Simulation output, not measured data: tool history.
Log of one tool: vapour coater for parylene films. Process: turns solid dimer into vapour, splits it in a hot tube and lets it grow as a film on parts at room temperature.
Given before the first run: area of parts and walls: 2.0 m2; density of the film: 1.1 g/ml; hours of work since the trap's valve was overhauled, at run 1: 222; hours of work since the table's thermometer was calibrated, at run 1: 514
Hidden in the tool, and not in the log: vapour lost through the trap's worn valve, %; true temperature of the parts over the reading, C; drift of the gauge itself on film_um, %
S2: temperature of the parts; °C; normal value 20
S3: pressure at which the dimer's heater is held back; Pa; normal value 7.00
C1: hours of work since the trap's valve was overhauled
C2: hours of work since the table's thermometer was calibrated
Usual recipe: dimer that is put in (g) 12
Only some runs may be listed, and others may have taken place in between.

run 1 day=0.000 | dimer_that_is_put_in_(g)=12 S2=20 S3=7.00 | C1=222 C2=514 | thickness_of_the_film_(µm)=3.30
run 2 day=0.608 | dimer_that_is_put_in_(g)=12 S2=20 S3=7.00 | C1=234 C2=526 | thickness_of_the_film_(µm)=3.29
run 3 day=1.138 | dimer_that_is_put_in_(g)=12 S2=20 S3=7.00 | C1=245 C2=536 | thickness_of_the_film_(µm)=3.28
run 4 day=1.504 | dimer_that_is_put_in_(g)=12 S2=20 S3=7.00 | C1=252 C2=544 | thickness_of_the_film_(µm)=3.28
run 5 day=1.917 | dimer_that_is_put_in_(g)=12 S2=20 S3=7.00 | C1=260 C2=552 | thickness_of_the_film_(µm)=3.26
run 6 day=2.529 | dimer_that_is_put_in_(g)=12 S2=20 S3=7.00 | C1=272 C2=564 | thickness_of_the_film_(µm)=3.24
run 7 day=3.225 | dimer_that_is_put_in_(g)=12 S2=20 S3=7.00 | C1=286 C2=578 | thickness_of_the_film_(µm)=3.25
run 8 day=4.017 | dimer_that_is_put_in_(g)=8 S2=32 S3=5.82 | C1=302 C2=594 | thickness_of_the_film_(µm)=1.54
-- day=4.738 trap's valve overhauled
run 9 day=4.983 | dimer_that_is_put_in_(g)=8 S2=32 S3=5.82 | C1=5 C2=610 | thickness_of_the_film_(µm)=1.65

Run 10, settings as shown, results not yet in. Your forecast:
run 10 day=5.421 | dimer_that_is_put_in_(g)=21 S2=32 S3=2.56 | C1=14 C2=618 | thickness_of_the_film_(µm)=?

For run 10 the tool returned thickness of the film (µm) 4.61.
Had the tool carried no hidden state, the very same run would have given thickness of the film (µm) 4.60.
